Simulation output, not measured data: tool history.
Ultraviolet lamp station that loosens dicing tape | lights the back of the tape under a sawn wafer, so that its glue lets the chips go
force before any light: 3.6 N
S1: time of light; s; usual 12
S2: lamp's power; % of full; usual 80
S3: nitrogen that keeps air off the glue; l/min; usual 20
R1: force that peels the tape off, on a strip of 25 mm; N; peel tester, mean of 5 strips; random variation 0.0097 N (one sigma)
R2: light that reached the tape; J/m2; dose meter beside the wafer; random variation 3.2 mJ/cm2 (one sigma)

{"run": 1, "hour": 0.0, "S1": 12, "S2": 80, "S3": 20, "R1": 0.463, "R2": 4610}
{"run": 2, "hour": 61.3, "S1": 12, "S2": 80, "S3": 20, "R1": 0.503, "R2": 4450}
{"run": 3, "hour": 123.3, "S1": 12, "S2": 80, "S3": 20, "R1": 0.51, "R2": 4390}
{"run": 4, "hour": 197.8, "S1": 12, "S2": 80, "S3": 20, "R1": 0.519, "R2": 4250}
{"run": 5, "hour": 260.8, "S1": 12, "S2": 80, "S3": 20, "R1": 0.568, "R2": 4140}
{"run": 6, "hour": 297.8, "S1": 12, "S2": 80, "S3": 20, "R1": 0.546, "R2": 4060}
{"run": 7, "hour": 336.5, "S1": 12, "S2": 80, "S3": 20, "R1": 0.565, "R2": 4050}
{"run": 8, "hour": 390.2, "S1": 12, "S2": 80, "S3": 20, "R1": 0.591, "R2": 3950}
{"hour": 436.5, "done": "window cleaned of glue's vapour"}
{"run": 9, "hour": 441.2, "S1": 12, "S2": 80, "S3": 20, "R1": 0.629, "R2": 3670}
{"run": 10, "hour": 513.9, "S1": 12, "S2": 80, "S3": 20, "R1": 0.687, "R2": 3590}
{"run": 11, "hour": 552.0, "S1": 13, "S2": 80, "S3": 20, "R1": 0.615, "R2": 3860}
{"run": 12, "hour": 595.5, "S1": 13, "S2": 80, "S3": 20, "R1": 0.629, "R2": 3780}
{"hour": 628.6, "done": "window cleaned of glue's vapour, once more"}
{"run": 13, "hour": 634.4, "S1": 12, "S2": 80, "S3": 35, "R1": 0.371, "R2": 4520}
{"run": 14, "hour": 700.3, "S1": 12, "S2": 68, "S3": 20, "R1": 0.647, "R2": 3690}
{"run": 15, "hour": 745.6, "S1": 12, "S2": 68, "S3": 20, "R1": 0.684, "R2": 3640}
{"run": 16, "hour": 785.9, "S1": 12, "S2": 80, "S3": 20, "R1": 0.531, "R2": 4230}
{"run": 17, "hour": 829.0, "S1": 12, "S2": 80, "S3": 8, "R1": 0.879, "R2": 4130}
{"run": 18, "hour": 872.0, "S1": 9, "S2": 80, "S3": 20, "R1": 0.819, "R2": 3070}
{"run": 19, "hour": 940.0, "S1": 12, "S2": 80, "S3": 27, "R1": 0.488, "R2": 3980}
{"run": 20, "hour": 975.9, "S1": 12, "S2": 80, "S3": 27, "R1": 0.509, "R2": 3920}
{"run": 21, "hour": 1011.6, "S1": 12, "S2": 80, "S3": 27, "R1": 0.536, "R2": 3900}
{"run": 22, "hour": 1043.3, "S1": 12, "S2": 85, "S3": 20, "R1": 0.561, "R2": 4070}
{"run": 23, "hour": 1087.7, "S1": 12, "S2": 72, "S3": 18, "R1": 0.78, "R2": 3360}
{"run": 24, "hour": 1145.2, "S1": 12, "S2": 72, "S3": 18, "R1": 0.815, "R2": 3320}
{"hour": 1150.3, "done": "window cleaned of glue's vapour"}
{"run": 25, "hour": 1177.1, "S1": 12, "S2": 72, "S3": 27, "R1": 0.52, "R2": 3800}
{"run": 26, "hour": 1235.4, "S1": 7, "S2": 61, "S3": 24, "R1": 1.374, "R2": 1850}
{"run": 27, "hour": 1287.1, "S1": 7, "S2": 69, "S3": 32, "R1": 1.106, "R2": 2020}
{"run": 28, "hour": 1349.5, "S1": 7, "S2": 69, "S3": 32, "R1": 1.144, "R2": 2010}

Forecast run 29:
{"run": 29, "hour": 1406.1, "S1": 16, "S2": 80, "S3": 10, "R1": "?", "R2": "?"}

Run 29 gave R1 0.598 N, R2 5170 J/m2.
Without the tool's hidden state the same run would have given R1 0.415 N, R2 6610 J/m2.
